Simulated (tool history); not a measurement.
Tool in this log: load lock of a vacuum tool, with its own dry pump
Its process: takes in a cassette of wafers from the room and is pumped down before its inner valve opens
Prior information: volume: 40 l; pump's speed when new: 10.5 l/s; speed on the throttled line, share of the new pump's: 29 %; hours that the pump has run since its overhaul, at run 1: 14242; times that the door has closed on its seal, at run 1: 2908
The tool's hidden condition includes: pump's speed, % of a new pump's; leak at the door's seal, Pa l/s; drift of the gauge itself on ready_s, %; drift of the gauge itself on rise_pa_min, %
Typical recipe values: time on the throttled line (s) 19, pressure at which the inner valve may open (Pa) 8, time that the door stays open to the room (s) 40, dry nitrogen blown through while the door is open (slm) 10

| run | day | time on the throttled line (s) | pressure at which the inner valve may open (Pa) | time that the door stays open to the room (s) | dry nitrogen blown through while the door is open (slm) | hours that the pump has run since its overhaul | times that the door has closed on its seal | incoming humidity of the room's air, % | time from the closed door until the inner valve may open (s) | rise of the pressure with all valves shut (Pa/min) |
|---|---|---|---|---|---|---|---|---|---|---|
| 1 | 0 | 19 | 8 | 40 | 10 | 14242 | 2908 | 48.9 | 53.4 | 0.028 |
| 2 | 14.104 | 19 | 8 | 40 | 10 | 14580 | 3485 | 45.2 | 53 | 0.027 |
| 3 | 31.583 | 19 | 8 | 40 | 10 | 15000 | 4200 | 44.6 | 53.7 | 0.033 |
| 4 | 50.729 | 19 | 8 | 40 | 10 | 15459 | 4983 | 42.2 | 54 | 0.029 |
| 5 | 72.021 | 19 | 8 | 40 | 15 | 15970 | 5854 | 45 | 53.7 | 0.02 |
| 6 | 93.646 | 19 | 8 | 30 | 15 | 16489 | 6738 | 45 | 53.8 | 0.027 |
| 7 | 107.167 | 19 | 8 | 30 | 15 | 16814 | 7291 | 43.6 | 53.3 | 0.022 |
| 8 | 116.462 | 19 | 8 | 30 | 15 | 17037 | 7671 | 41.7 | 53.3 | 0.024 |
| 9 | 128.7 | 19 | 8 | 30 | 15 | 17330 | 8172 | 48.7 | 53.8 | 0.027 |
| 10 | 147.117 | 19 | 8 | 40 | 10 | 17772 | 8925 | 45.8 | 53.9 | 0.034 |
| 11 | 168.554 | 19 | 8 | 40 | 10 | 18287 | 9802 | 44 | 54.3 | 0.027 |
| 12 | 184.688 | 19 | 8 | 40 | 10 | 18674 | 10461 | 44.4 | 54.1 | 0.036 |
| 13 | 199.958 | 19 | 8 | 40 | 10 | 19041 | 11086 | 46.3 | 54 | 0.038 |
| 14 | 216.267 | 19 | 6 | 211 | 20 | 19432 | 11753 | 42.5 | 55.8 | 0.041 |
| 15 | 229.275 | 19 | 6 | 33 | 7 | 19744 | 12285 | 45.7 | 55.9 | 0.043 |
| 16 | 247.6 | 29 | 8 | 73 | 10 | 20184 | 13034 | 45.5 | 61 | 0.04 |
| 17 | 258.108 | 19 | 14 | 122 | 10 | 20436 | 13464 | 43.8 | 52.1 | 0.053 |
| 18 | 271.958 | 19 | 8 | 40 | 10 | 20769 | 14030 | 45 | 54.6 | 0.038 |
| 19 | 288.333 | 36 | 12 | 48 | 35 | 21162 | 14700 | 44.3 | 64.2 | 0.021 |
| 20 | 304.625 | 29 | 7 | 31 | 31 | 21553 | 15366 | 46.8 | 62.2 | 0.028 |
| 21 | 323.758 | 14 | 11 | 38 | 40 | 22012 | 16149 | 42.3 | 50.8 | 0.025 |
| 22 | 343.767 | 15 | 7 | 38 | 5 | 22492 | 16967 | 49.4 | 53.7 | 0.051 |
| 23 | 354.288 | 36 | 13 | 124 | 10 | 22745 | 17397 | 44.9 | 64.3 | 0.051 |
| 24 | 375.621 | 13 | 10 | 37 | 6 | 23257 | 18270 | 44 | 51.1 | 0.056 |
| 25 | 384.338 | 13 | 9 | 37 | 39 | 23466 | 18626 | 44.4 | 50.6 | 0.032 |

Here are 4 independent what-if runs from the current tool condition. What would each one return?
| A | 393.238 | 28 | 10 | 40 | 10 | 23679 | 18990 | 44.3 | ? | ? |
| B | 393.238 | 13 | 9 | 224 | 5 | 23679 | 18990 | 48.1 | ? | ? |
| C | 393.238 | 19 | 7 | 70 | 10 | 23679 | 18990 | 47.1 | ? | ? |
| D | 393.238 | 19 | 7 | 40 | 11 | 23679 | 18990 | 43.1 | ? | ? |

| run | time from the closed door until the inner valve may open (s) | rise of the pressure with all valves shut (Pa/min) |
|---|---|---|
| A | 60.5 | 0.048 |
| B | 52 | 0.089 |
| C | 56.6 | 0.05 |
| D | 56.1 | 0.04 |
What these runs would have given with no unlogged condition in the tool:
| run | time from the closed door until the inner valve may open (s) | rise of the pressure with all valves shut (Pa/min) |
|---|---|---|
| A | 55.1 | 0.028 |
| B | 45.6 | 0.07 |
| C | 50.3 | 0.031 |
| D | 49.8 | 0.021 |

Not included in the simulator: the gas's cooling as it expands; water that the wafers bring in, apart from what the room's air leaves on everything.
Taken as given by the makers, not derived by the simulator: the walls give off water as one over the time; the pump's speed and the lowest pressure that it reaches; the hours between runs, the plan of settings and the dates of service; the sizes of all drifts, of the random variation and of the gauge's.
